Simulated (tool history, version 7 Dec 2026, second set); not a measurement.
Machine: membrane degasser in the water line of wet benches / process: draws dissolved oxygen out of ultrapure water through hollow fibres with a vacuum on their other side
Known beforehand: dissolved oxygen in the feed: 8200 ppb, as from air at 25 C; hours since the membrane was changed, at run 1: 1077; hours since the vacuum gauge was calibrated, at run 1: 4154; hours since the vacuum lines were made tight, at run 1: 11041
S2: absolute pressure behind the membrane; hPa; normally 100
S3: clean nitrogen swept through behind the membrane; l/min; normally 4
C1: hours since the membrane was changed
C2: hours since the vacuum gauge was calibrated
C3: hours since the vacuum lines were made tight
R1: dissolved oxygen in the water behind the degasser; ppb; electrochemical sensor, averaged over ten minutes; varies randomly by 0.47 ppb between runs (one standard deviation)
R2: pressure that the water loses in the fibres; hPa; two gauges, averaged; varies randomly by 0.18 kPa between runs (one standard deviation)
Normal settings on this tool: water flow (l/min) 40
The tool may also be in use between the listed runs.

Run 1, hour 0: usual settings; C1 1077; C2 4154; C3 11041. Result: R1 166.6 ppb, R2 360.2 hPa.
Run 2, hour 39.6: usual settings; C1 1117; C2 4194; C3 11081. Result: R1 166.6 ppb, R2 357.8 hPa.
Run 3, hour 71: usual settings but S2 87 hPa; C1 1148; C2 4225; C3 11112. Result: R1 135.8 ppb, R2 358.9 hPa.
Run 4, hour 125.1: usual settings but S2 87 hPa; C1 1202; C2 4279; C3 11166. Result: R1 136.1 ppb, R2 359.7 hPa.
Run 5, hour 151.5: usual settings but S3 5.86 l/min; C1 1229; C2 4306; C3 11193. Result: R1 119 ppb, R2 354.8 hPa.
Run 6, hour 175.3: usual settings but S2 119 hPa, S3 5.86 l/min; C1 1252; C2 4330; C3 11217. Result: R1 149.2 ppb, R2 358.8 hPa.
Run 7, hour 204.9: usual settings but S2 119 hPa, S3 5.86 l/min; C1 1282; C2 4359; C3 11246. Result: R1 149.4 ppb, R2 360.2 hPa.
Run 8, hour 228: usual settings but S2 112 hPa, S3 10.29 l/min; C1 1305; C2 4382; C3 11269. Result: R1 83.5 ppb, R2 358.1 hPa.
Run 9, hour 257: usual settings but S2 112 hPa, S3 10.29 l/min; C1 1334; C2 4411; C3 11298. Result: R1 83.3 ppb, R2 359 hPa.
Run 10, hour 295.7: usual settings but water flow (l/min) 30, S2 84 hPa, S3 1.8 l/min; C1 1373; C2 4450; C3 11337. Result: R1 198.1 ppb, R2 271.2 hPa.
Run 11, hour 337.2: usual settings but S3 5.47 l/min; C1 1414; C2 4492; C3 11379. Result: R1 126 ppb, R2 359.4 hPa.
Run 12, hour 391.9: usual settings but water flow (l/min) 53, S3 2.8 l/min; C1 1469; C2 4546; C3 11433. Result: R1 297.9 ppb, R2 474.4 hPa.

Consider 3 possible next runs. They are alternatives, not a sequence: every one starts from the tool as it was left by run 12. What does each give?
Run A, hour 424.9: usual settings but water flow (l/min) 62, S2 231 hPa, S3 8.78 l/min; C1 1502; C2 4579; C3 11466. Result: R1 ?, R2 ?.
Run B, hour 424.9: usual settings but water flow (l/min) 62, S2 159 hPa, S3 4.59 l/min; C1 1502; C2 4579; C3 11466. Result: R1 ?, R2 ?.
Run C, hour 424.9: usual settings but S2 69 hPa; C1 1502; C2 4579; C3 11466. Result: R1 ?, R2 ?.

run     R1     R2
  A  351.6  557.2
  B  406.9  557.4
  C   94.6  357.2
With no hidden state in the tool, these same runs would have given:
run     R1     R2
  A  346.5  553.2
  B  401.8  553.4
  C   92.5  354.6
